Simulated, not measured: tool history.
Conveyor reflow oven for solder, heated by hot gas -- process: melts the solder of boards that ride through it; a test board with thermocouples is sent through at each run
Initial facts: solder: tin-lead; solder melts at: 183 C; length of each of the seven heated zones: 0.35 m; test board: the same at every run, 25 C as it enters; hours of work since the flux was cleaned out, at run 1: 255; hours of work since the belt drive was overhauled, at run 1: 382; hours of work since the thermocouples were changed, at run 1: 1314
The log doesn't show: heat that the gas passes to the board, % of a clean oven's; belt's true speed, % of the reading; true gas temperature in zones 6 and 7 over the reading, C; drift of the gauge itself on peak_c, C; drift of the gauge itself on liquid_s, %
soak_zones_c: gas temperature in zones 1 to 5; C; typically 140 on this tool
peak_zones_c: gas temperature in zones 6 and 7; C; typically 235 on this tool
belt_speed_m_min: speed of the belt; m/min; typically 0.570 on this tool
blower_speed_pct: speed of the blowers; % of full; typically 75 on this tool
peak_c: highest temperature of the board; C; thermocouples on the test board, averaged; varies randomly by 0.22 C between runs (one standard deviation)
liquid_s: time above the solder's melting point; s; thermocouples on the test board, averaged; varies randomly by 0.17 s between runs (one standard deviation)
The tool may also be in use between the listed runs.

| run | hour | soak_zones_c | peak_zones_c | belt_speed_m_min | blower_speed_pct | hours of work since the flux was cleaned out | hours of work since the belt drive was overhauled | hours of work since the thermocouples were changed | peak_c | liquid_s |
|---|---|---|---|---|---|---|---|---|---|---|
| 1 | 0.0 | 140 | 235 | 0.570 | 75 | 255 | 382 | 1314 | 223.4 | 60.5 |
|  | 30.6 | flux residue cleaned out of gas plates and filters |
| 2 | 54.7 | 140 | 235 | 0.570 | 75 | 14 | 411 | 1343 | 225.6 | 62.3 |
| 3 | 92.4 | 140 | 235 | 0.570 | 75 | 35 | 432 | 1364 | 225.3 | 62.0 |
| 4 | 122.1 | 140 | 235 | 0.570 | 75 | 52 | 449 | 1381 | 225.4 | 62.3 |
| 5 | 154.1 | 140 | 235 | 0.570 | 75 | 71 | 468 | 1400 | 225.5 | 62.2 |
| 6 | 209.8 | 140 | 235 | 0.570 | 75 | 103 | 500 | 1431 | 225.2 | 62.0 |
| 7 | 235.6 | 127 | 235 | 0.570 | 75 | 118 | 514 | 1446 | 223.4 | 56.4 |
| 8 | 273.7 | 127 | 235 | 0.570 | 75 | 139 | 536 | 1468 | 223.0 | 56.7 |
|  | 278.4 | thermocouples of zones 6 and 7 changed |
| 9 | 319.7 | 127 | 235 | 0.570 | 75 | 165 | 561 | 24 | 217.8 | 53.3 |
| 10 | 360.3 | 127 | 235 | 0.570 | 75 | 188 | 585 | 47 | 217.4 | 53.0 |
| 11 | 410.6 | 127 | 235 | 0.570 | 75 | 217 | 614 | 76 | 217.7 | 52.9 |
| 12 | 433.9 | 140 | 235 | 0.570 | 75 | 230 | 627 | 89 | 219.9 | 58.8 |
| 13 | 483.8 | 140 | 235 | 0.570 | 75 | 259 | 656 | 118 | 219.5 | 58.5 |
|  | 508.0 | flux residue cleaned out of gas plates and filters |
| 14 | 538.1 | 140 | 235 | 0.570 | 75 | 17 | 684 | 146 | 221.9 | 60.4 |
| 15 | 592.1 | 140 | 235 | 0.511 | 75 | 48 | 715 | 177 | 224.6 | 69.8 |
| 16 | 635.6 | 135 | 223 | 0.511 | 75 | 73 | 740 | 202 | 212.8 | 59.8 |
| 17 | 684.0 | 135 | 223 | 0.511 | 75 | 101 | 767 | 230 | 212.8 | 59.6 |
|  | 723.9 | belt drive overhauled, speed set with a stopwatch |
| 18 | 735.3 | 135 | 227 | 0.511 | 79 | 128 | 7 | 257 | 216.7 | 61.6 |
| 19 | 780.9 | 152 | 249 | 0.511 | 79 | 154 | 33 | 283 | 239.0 | 80.1 |
| 20 | 832.9 | 154 | 235 | 0.516 | 75 | 184 | 62 | 313 | 225.5 | 74.0 |
| 21 | 881.0 | 154 | 235 | 0.516 | 75 | 212 | 90 | 340 | 225.8 | 73.9 |
| 22 | 919.2 | 139 | 235 | 0.648 | 78 | 233 | 112 | 362 | 216.2 | 47.8 |
| 23 | 952.2 | 129 | 235 | 0.550 | 55 | 252 | 131 | 381 | 213.7 | 50.6 |
|  | 989.9 | flux residue cleaned out of gas plates and filters |
| 24 | 1003.1 | 145 | 235 | 0.493 | 64 | 8 | 157 | 408 | 224.5 | 73.0 |
| 25 | 1060.1 | 140 | 235 | 0.595 | 62 | 40 | 190 | 440 | 217.1 | 53.1 |
| 26 | 1113.4 | 140 | 237 | 0.538 | 68 | 71 | 220 | 471 | 223.7 | 64.2 |
| 27 | 1156.4 | 140 | 237 | 0.538 | 68 | 95 | 245 | 495 | 223.8 | 64.2 |
| 28 | 1213.8 | 140 | 235 | 0.538 | 89 | 128 | 278 | 528 | 226.3 | 66.4 |
| 29 | 1253.1 | 140 | 235 | 0.538 | 89 | 151 | 301 | 551 | 226.0 | 66.2 |

Here are 4 independent what-if runs from the current tool condition. What would each one return?
| A | 1296.2 | 140 | 235 | 0.538 | 56 | 176 | 325 | 576 | ? | ? |
| B | 1296.2 | 153 | 236 | 0.570 | 73 | 176 | 325 | 576 | ? | ? |
| C | 1296.2 | 140 | 235 | 0.549 | 89 | 176 | 325 | 576 | ? | ? |
| D | 1296.2 | 140 | 235 | 0.602 | 62 | 176 | 325 | 576 | ? | ? |

| run | peak_c | liquid_s |
|---|---|---|
| A | 218.5 | 60.3 |
| B | 224.1 | 65.8 |
| C | 225.6 | 64.9 |
| D | 216.5 | 51.8 |
The same runs, with their run-to-run variation unchanged, on a tool lacking any hidden condition would have given:
| run | peak_c | liquid_s |
|---|---|---|
| A | 217.4 | 59.2 |
| B | 223.1 | 64.8 |
| C | 224.6 | 64.2 |
| D | 215.7 | 51.0 |

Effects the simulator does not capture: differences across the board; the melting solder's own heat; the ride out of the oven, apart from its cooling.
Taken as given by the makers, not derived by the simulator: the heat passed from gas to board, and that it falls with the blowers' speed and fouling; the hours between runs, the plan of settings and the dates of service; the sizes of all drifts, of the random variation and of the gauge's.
